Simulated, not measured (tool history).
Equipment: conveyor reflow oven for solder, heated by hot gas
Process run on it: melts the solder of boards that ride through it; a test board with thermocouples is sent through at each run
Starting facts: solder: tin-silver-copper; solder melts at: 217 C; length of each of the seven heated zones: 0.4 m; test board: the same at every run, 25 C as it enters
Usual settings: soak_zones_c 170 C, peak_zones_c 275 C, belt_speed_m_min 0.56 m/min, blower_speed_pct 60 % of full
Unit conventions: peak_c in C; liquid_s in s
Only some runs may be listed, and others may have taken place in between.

{"run": 1, "day": 0.0, "soak_zones_c": 170, "peak_zones_c": 275, "belt_speed_m_min": 0.56, "blower_speed_pct": 60, "peak_c": 253.1, "liquid_s": 62.7}
{"run": 2, "day": 0.842, "soak_zones_c": 170, "peak_zones_c": 275, "belt_speed_m_min": 0.56, "blower_speed_pct": 60, "peak_c": 253.2, "liquid_s": 62.3}
{"run": 3, "day": 1.888, "soak_zones_c": 170, "peak_zones_c": 275, "belt_speed_m_min": 0.56, "blower_speed_pct": 83, "peak_c": 258.4, "liquid_s": 67.9}
{"run": 4, "day": 3.167, "soak_zones_c": 170, "peak_zones_c": 275, "belt_speed_m_min": 0.56, "blower_speed_pct": 60, "peak_c": 253.2, "liquid_s": 62.1}
{"run": 5, "day": 4.317, "soak_zones_c": 170, "peak_zones_c": 275, "belt_speed_m_min": 0.56, "blower_speed_pct": 60, "peak_c": 252.4, "liquid_s": 62.1}
{"run": 6, "day": 4.833, "soak_zones_c": 170, "peak_zones_c": 275, "belt_speed_m_min": 0.56, "blower_speed_pct": 60, "peak_c": 252.8, "liquid_s": 62}
{"run": 7, "day": 5.642, "soak_zones_c": 170, "peak_zones_c": 275, "belt_speed_m_min": 0.56, "blower_speed_pct": 60, "peak_c": 252.7, "liquid_s": 62.1}
{"run": 8, "day": 6.688, "soak_zones_c": 170, "peak_zones_c": 275, "belt_speed_m_min": 0.56, "blower_speed_pct": 60, "peak_c": 252.4, "liquid_s": 61.8}
{"run": 9, "day": 7.558, "soak_zones_c": 170, "peak_zones_c": 275, "belt_speed_m_min": 0.642, "blower_speed_pct": 60, "peak_c": 247.5, "liquid_s": 48.6}
{"run": 10, "day": 8.8, "soak_zones_c": 170, "peak_zones_c": 275, "belt_speed_m_min": 0.642, "blower_speed_pct": 60, "peak_c": 247.3, "liquid_s": 48.7}
{"day": 9.704, "done": "thermocouples of zones 6 and 7 changed"}
{"run": 11, "day": 9.862, "soak_zones_c": 170, "peak_zones_c": 275, "belt_speed_m_min": 0.56, "blower_speed_pct": 60, "peak_c": 254.4, "liquid_s": 63.5}
{"run": 12, "day": 10.392, "soak_zones_c": 170, "peak_zones_c": 283, "belt_speed_m_min": 0.56, "blower_speed_pct": 60, "peak_c": 261.4, "liquid_s": 68.2}
{"run": 13, "day": 11.012, "soak_zones_c": 170, "peak_zones_c": 288, "belt_speed_m_min": 0.56, "blower_speed_pct": 60, "peak_c": 266, "liquid_s": 70.9}
{"day": 11.542, "done": "flux residue cleaned out of gas plates and filters"}
{"run": 14, "day": 12.062, "soak_zones_c": 170, "peak_zones_c": 288, "belt_speed_m_min": 0.56, "blower_speed_pct": 60, "peak_c": 266.7, "liquid_s": 71.7}
{"run": 15, "day": 12.738, "soak_zones_c": 170, "peak_zones_c": 275, "belt_speed_m_min": 0.56, "blower_speed_pct": 51, "peak_c": 252.4, "liquid_s": 61.3}
{"run": 16, "day": 13.542, "soak_zones_c": 170, "peak_zones_c": 275, "belt_speed_m_min": 0.56, "blower_speed_pct": 51, "peak_c": 252.6, "liquid_s": 61.2}
{"run": 17, "day": 14.683, "soak_zones_c": 170, "peak_zones_c": 276, "belt_speed_m_min": 0.56, "blower_speed_pct": 67, "peak_c": 257.8, "liquid_s": 67.2}
{"run": 18, "day": 15.492, "soak_zones_c": 170, "peak_zones_c": 271, "belt_speed_m_min": 0.56, "blower_speed_pct": 79, "peak_c": 256.8, "liquid_s": 66.7}
{"run": 19, "day": 16.767, "soak_zones_c": 170, "peak_zones_c": 271, "belt_speed_m_min": 0.56, "blower_speed_pct": 79, "peak_c": 256.4, "liquid_s": 66.4}
{"run": 20, "day": 17.829, "soak_zones_c": 160, "peak_zones_c": 267, "belt_speed_m_min": 0.56, "blower_speed_pct": 60, "peak_c": 246.7, "liquid_s": 53.3}
{"run": 21, "day": 18.754, "soak_zones_c": 170, "peak_zones_c": 275, "belt_speed_m_min": 0.56, "blower_speed_pct": 81, "peak_c": 260.3, "liquid_s": 69}
{"run": 22, "day": 19.617, "soak_zones_c": 170, "peak_zones_c": 275, "belt_speed_m_min": 0.56, "blower_speed_pct": 81, "peak_c": 260.3, "liquid_s": 68.6}
{"run": 23, "day": 20.296, "soak_zones_c": 170, "peak_zones_c": 275, "belt_speed_m_min": 0.56, "blower_speed_pct": 68, "peak_c": 256.7, "liquid_s": 66.3}
{"run": 24, "day": 21.529, "soak_zones_c": 183, "peak_zones_c": 273, "belt_speed_m_min": 0.487, "blower_speed_pct": 60, "peak_c": 259.4, "liquid_s": 84.7}
{"run": 25, "day": 22.058, "soak_zones_c": 170, "peak_zones_c": 275, "belt_speed_m_min": 0.514, "blower_speed_pct": 60, "peak_c": 257.6, "liquid_s": 72.7}
{"run": 26, "day": 23.029, "soak_zones_c": 161, "peak_zones_c": 272, "belt_speed_m_min": 0.662, "blower_speed_pct": 75, "peak_c": 248.7, "liquid_s": 46.6}
{"run": 27, "day": 23.721, "soak_zones_c": 162, "peak_zones_c": 272, "belt_speed_m_min": 0.584, "blower_speed_pct": 67, "peak_c": 251.5, "liquid_s": 55.6}
{"run": 28, "day": 24.842, "soak_zones_c": 178, "peak_zones_c": 279, "belt_speed_m_min": 0.584, "blower_speed_pct": 67, "peak_c": 259.7, "liquid_s": 67.7}
{"run": 29, "day": 25.488, "soak_zones_c": 178, "peak_zones_c": 279, "belt_speed_m_min": 0.584, "blower_speed_pct": 67, "peak_c": 260, "liquid_s": 68}
{"run": 30, "day": 26.338, "soak_zones_c": 180, "peak_zones_c": 279, "belt_speed_m_min": 0.565, "blower_speed_pct": 67, "peak_c": 261.2, "liquid_s": 72.3}

What if the next run were any one of these 4? Each begins from the tool's condition after run 30:
{"run": "A", "day": 27.217, "soak_zones_c": 180, "peak_zones_c": 269, "belt_speed_m_min": 0.666, "blower_speed_pct": 67, "peak_c": "?", "liquid_s": "?"}
{"run": "B", "day": 27.217, "soak_zones_c": 172, "peak_zones_c": 275, "belt_speed_m_min": 0.56, "blower_speed_pct": 73, "peak_c": "?", "liquid_s": "?"}
{"run": "C", "day": 27.217, "soak_zones_c": 164, "peak_zones_c": 279, "belt_speed_m_min": 0.565, "blower_speed_pct": 68, "peak_c": "?", "liquid_s": "?"}
{"run": "D", "day": 27.217, "soak_zones_c": 170, "peak_zones_c": 288, "belt_speed_m_min": 0.56, "blower_speed_pct": 86, "peak_c": "?", "liquid_s": "?"}

run=A peak_c=247.1 liquid_s=50.8
run=B peak_c=258.2 liquid_s=67.8
run=C peak_c=258.4 liquid_s=64.7
run=D peak_c=271.7 liquid_s=75.4
Without the tool's unlogged condition, the same runs would have read:
run=A peak_c=248.7 liquid_s=52.1
run=B peak_c=259.9 liquid_s=68.7
run=C peak_c=260.1 liquid_s=65.7
run=D peak_c=273.5 liquid_s=75.9
